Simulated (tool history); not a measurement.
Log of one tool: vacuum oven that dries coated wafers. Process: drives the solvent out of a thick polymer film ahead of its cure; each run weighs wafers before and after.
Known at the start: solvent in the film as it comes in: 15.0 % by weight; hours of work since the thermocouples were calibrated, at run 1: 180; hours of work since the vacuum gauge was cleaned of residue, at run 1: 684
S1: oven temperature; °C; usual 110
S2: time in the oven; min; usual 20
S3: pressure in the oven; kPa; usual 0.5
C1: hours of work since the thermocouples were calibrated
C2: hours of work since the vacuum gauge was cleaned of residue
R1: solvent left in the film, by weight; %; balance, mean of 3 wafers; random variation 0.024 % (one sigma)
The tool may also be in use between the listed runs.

run	hour	S1	S2	S3	C1	C2	R1
1	0	110	20	0.5	180	684	0.76
2	23.2	110	20	0.5	198	703	0.74
3	46.3	110	20	0.5	216	721	0.72
4	68.8	110	20	0.5	234	739	0.71
5	88.7	110	20	0.5	249	754	0.74
6	112.8	110	20	0.5	268	773	0.72
7	130.8	110	20	0.5	282	787	0.78
# hour 133.9: oven's thermocouples calibrated
8	150.1	110	20	0.5	13	801	0.75
9	171.5	110	20	0.5	29	818	0.76
10	186.8	118	20	0.5	41	830	0.31
11	205.6	118	20	0.5	56	844	0.32
# hour 211.8: oven's thermocouples calibrated, once more
12	224.5	110	20	0.5	10	858	0.68
13	237.4	120	20	0.5	20	868	0.28
14	256.1	120	19	0.5	35	882	0.26
15	274.3	97	29	1.8	49	897	2.52
16	287.8	107	16	0.54	60	907	1.61
17	310.7	110	17	0.793	78	925	1.08
18	335.6	110	20	0.658	97	945	0.78
19	358.7	111	13	1.222	115	963	1.7
20	374.8	111	13	1.222	128	976	1.71
21	396.8	110	31	0.5	145	993	0.36
22	412.2	109	24	0.351	157	1005	0.54
23	424.5	112	34	0.5	167	1015	0.29
24	445.6	114	34	0.532	184	1031	0.3
25	470.1	114	34	0.532	203	1050	0.35
26	490.7	114	34	0.532	219	1067	0.32

How the hidden state differs across the entries between the runs, from the last listed run before each to the first after it:
Between runs 7 and 8: oven's thermocouples calibrated (hour 133.9)
  true wafer temperature over the reading, C: -0.31 -> -0.41; true pressure over the reading, kPa: 0.203 -> 0.207
  measured less the result without the state, R1: +0.11 -> +0.12 %
Between runs 11 and 12: oven's thermocouples calibrated, once more (hour 211.8)
  true wafer temperature over the reading, C: -0.46 -> 0.4; true pressure over the reading, kPa: 0.218 -> 0.222
  measured less the result without the state, R1: +0.08 -> +0.06 %

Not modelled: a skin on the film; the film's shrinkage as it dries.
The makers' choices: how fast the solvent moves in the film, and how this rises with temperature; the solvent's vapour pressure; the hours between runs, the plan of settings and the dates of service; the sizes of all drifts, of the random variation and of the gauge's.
